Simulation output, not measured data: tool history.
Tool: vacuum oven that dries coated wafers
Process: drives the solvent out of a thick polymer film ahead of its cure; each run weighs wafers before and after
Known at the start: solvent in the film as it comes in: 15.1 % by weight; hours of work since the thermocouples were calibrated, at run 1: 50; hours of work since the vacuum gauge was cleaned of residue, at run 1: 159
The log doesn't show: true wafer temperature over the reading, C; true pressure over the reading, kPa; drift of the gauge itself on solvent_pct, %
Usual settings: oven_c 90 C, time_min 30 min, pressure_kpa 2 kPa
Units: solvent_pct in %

run	day	oven_c	time_min	pressure_kpa	hours of work since the thermocouples were calibrated	hours of work since the vacuum gauge was cleaned of residue	solvent_pct
1	0	90	30	2	50	159	1.38
2	1.912	90	22	2	83	191	2.18
3	3.454	90	22	2	109	218	2.22
4	5.862	90	22	2	150	259	2.24
5	7.829	90	30	3.88	184	293	1.65
6	9.379	90	30	3.88	211	319	1.7
7	11.075	90	30	3.88	240	348	1.7
8	13.15	90	30	3.88	275	384	1.69
9	14.546	90	30	4.23	299	408	1.7
10	16.825	90	30	4.23	338	447	1.66
11	19.158	90	30	4.23	378	487	1.72
12	21.129	90	30	4.23	412	521	1.69
13	23.221	90	30	4.23	448	557	1.65
14	24.996	90	36	2	478	587	0.9
15	26.683	90	36	2	507	616	0.85
16	28.196	90	18	1.78	533	642	2.74
17	30.333	76	30	2	570	679	4.65
18	31.546	90	15	7.45	591	699	4.33
19	33.962	90	15	7.45	632	741	4.32
20	36.304	90	15	2.61	672	781	3.46
# day 36.762: oven's thermocouples calibrated
21	38.079	86	33	3.65	23	810	2.27
22	39.521	86	33	7.04	47	835	2.92
23	41.871	86	33	7.04	88	875	2.94
24	43.229	86	33	7.04	111	898	3.02
25	44.904	95	42	1.26	140	927	0.34
26	47.304	87	33	2	181	968	1.57
27	48.488	103	19	1.4	201	988	0.54
28	49.5	87	16	4.02	218	1006	4.61

Hidden state at the last listed run before each entry between runs and at the first one after, where it differs:
Between runs 20 and 21: oven's thermocouples calibrated (day 36.762)
  true wafer temperature over the reading, C: 1.09 -> -0.31; true pressure over the reading, kPa: 0.122 -> 0.126
  measured less the result without the state, solvent_pct: -0.28 -> +0.09 %
